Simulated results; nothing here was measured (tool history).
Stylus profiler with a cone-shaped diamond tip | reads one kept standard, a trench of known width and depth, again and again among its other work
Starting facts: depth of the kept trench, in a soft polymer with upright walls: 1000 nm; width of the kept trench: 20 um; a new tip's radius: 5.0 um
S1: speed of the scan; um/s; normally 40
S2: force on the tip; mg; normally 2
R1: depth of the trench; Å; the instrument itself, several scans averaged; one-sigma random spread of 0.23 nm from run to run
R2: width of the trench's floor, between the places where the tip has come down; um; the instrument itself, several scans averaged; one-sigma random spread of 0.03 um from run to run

run 1 day=0 | S1=40 S2=2 | R1=10013.4 R2=11.7
run 2 day=1.279 | S1=40 S2=2 | R1=10009.5 R2=11.6
run 3 day=2.8 | S1=40 S2=2 | R1=10007.1 R2=11.64
run 4 day=4.783 | S1=40 S2=2 | R1=10009 R2=11.6
run 5 day=6.917 | S1=40 S2=2 | R1=10008.1 R2=11.55
run 6 day=8.592 | S1=40 S2=2 | R1=10006.7 R2=11.52
run 7 day=10.054 | S1=40 S2=2 | R1=10003.6 R2=11.47
run 8 day=12.558 | S1=40 S2=2 | R1=9997.1 R2=11.47
run 9 day=14.588 | S1=40 S2=2 | R1=9997.7 R2=11.36
run 10 day=16.246 | S1=40 S2=2 | R1=9995.8 R2=11.36
run 11 day=18.075 | S1=79 S2=2 | R1=9997 R2=11.06
-- day=18.496 height scale calibrated on a step standard
run 12 day=20.3 | S1=79 S2=2 | R1=9944.2 R2=11.03
run 13 day=22.758 | S1=79 S2=2 | R1=9942.2 R2=10.98
run 14 day=24.396 | S1=79 S2=2 | R1=9938.9 R2=10.93
-- day=24.967 height scale calibrated on a step standard, once more
run 15 day=26.917 | S1=19 S2=2 | R1=10095.7 R2=11.25
run 16 day=28.954 | S1=40 S2=1.21 | R1=10065.3 R2=11.02
run 17 day=30.646 | S1=73 S2=2 | R1=10087.4 R2=10.87
run 18 day=31.967 | S1=40 S2=3.4 | R1=10122.9 R2=11.1
run 19 day=34.4 | S1=27 S2=3.4 | R1=10121.1 R2=11.12
run 20 day=36.367 | S1=120 S2=2 | R1=10087.4 R2=10.45
run 21 day=38.325 | S1=40 S2=1.48 | R1=10061.7 R2=10.88
run 22 day=39.575 | S1=40 S2=1.48 | R1=10062.1 R2=10.88
run 23 day=41.225 | S1=70 S2=2 | R1=10080 R2=10.76
run 24 day=42.742 | S1=70 S2=2 | R1=10080.7 R2=10.65
run 25 day=45.25 | S1=47 S2=1.17 | R1=10045.7 R2=10.65
run 26 day=46.604 | S1=15 S2=2.55 | R1=10092.2 R2=10.96
run 27 day=47.962 | S1=15 S2=2.55 | R1=10087.6 R2=10.89
run 28 day=49.954 | S1=15 S2=2.55 | R1=10086.3 R2=10.85
run 29 day=52.475 | S1=15 S2=2.55 | R1=10088.3 R2=10.81
run 30 day=54.554 | S1=41 S2=0.89 | R1=10029.5 R2=10.5
run 31 day=56.004 | S1=41 S2=1.53 | R1=10052.7 R2=10.57
run 32 day=57.208 | S1=14 S2=1.04 | R1=10033 R2=10.7
run 33 day=59.158 | S1=36 S2=0.73 | R1=10015.5 R2=10.43
run 34 day=61.608 | S1=156 S2=2.8 | R1=10086.4 R2=9.97
run 35 day=63.158 | S1=156 S2=1.07 | R1=10027 R2=9.42
run 36 day=64.529 | S1=156 S2=1.07 | R1=10028.5 R2=9.41
run 37 day=66.029 | S1=156 S2=1.07 | R1=10026.1 R2=9.33
run 38 day=67.962 | S1=65 S2=5.17 | R1=10138.2 R2=10.38
run 39 day=69.554 | S1=65 S2=5.17 | R1=10140.1 R2=10.34
run 40 day=71.175 | S1=16 S2=5.17 | R1=10136.1 R2=10.53
run 41 day=73.133 | S1=75 S2=0.83 | R1=10011.8 R2=9.84
run 42 day=75.242 | S1=22 S2=2.02 | R1=10048.4 R2=10.37
run 43 day=77.604 | S1=22 S2=2.02 | R1=10048.4 R2=10.37
run 44 day=79.054 | S1=62 S2=2 | R1=10048.5 R2=10.05
run 45 day=80.104 | S1=71 S2=2 | R1=10047.7 R2=10

Each row is a separate what-if for the run after 45, all from the same tool condition, not one after another. Results?
run A day=81.4 | S1=141 S2=2.12 | R1=? R2=?
run B day=81.4 | S1=18 S2=1.55 | R1=? R2=?
run C day=81.4 | S1=71 S2=0.79 | R1=? R2=?

run=A R1=10047.9 R2=9.59
run=B R1=10039.1 R2=10.31
run=C R1=10002.2 R2=9.73
With no hidden state in the tool, these same runs would have given:
run=A R1=10094.3 R2=13.16
run=B R1=10085.6 R2=13.88
run=C R1=10048.4 R2=13.31

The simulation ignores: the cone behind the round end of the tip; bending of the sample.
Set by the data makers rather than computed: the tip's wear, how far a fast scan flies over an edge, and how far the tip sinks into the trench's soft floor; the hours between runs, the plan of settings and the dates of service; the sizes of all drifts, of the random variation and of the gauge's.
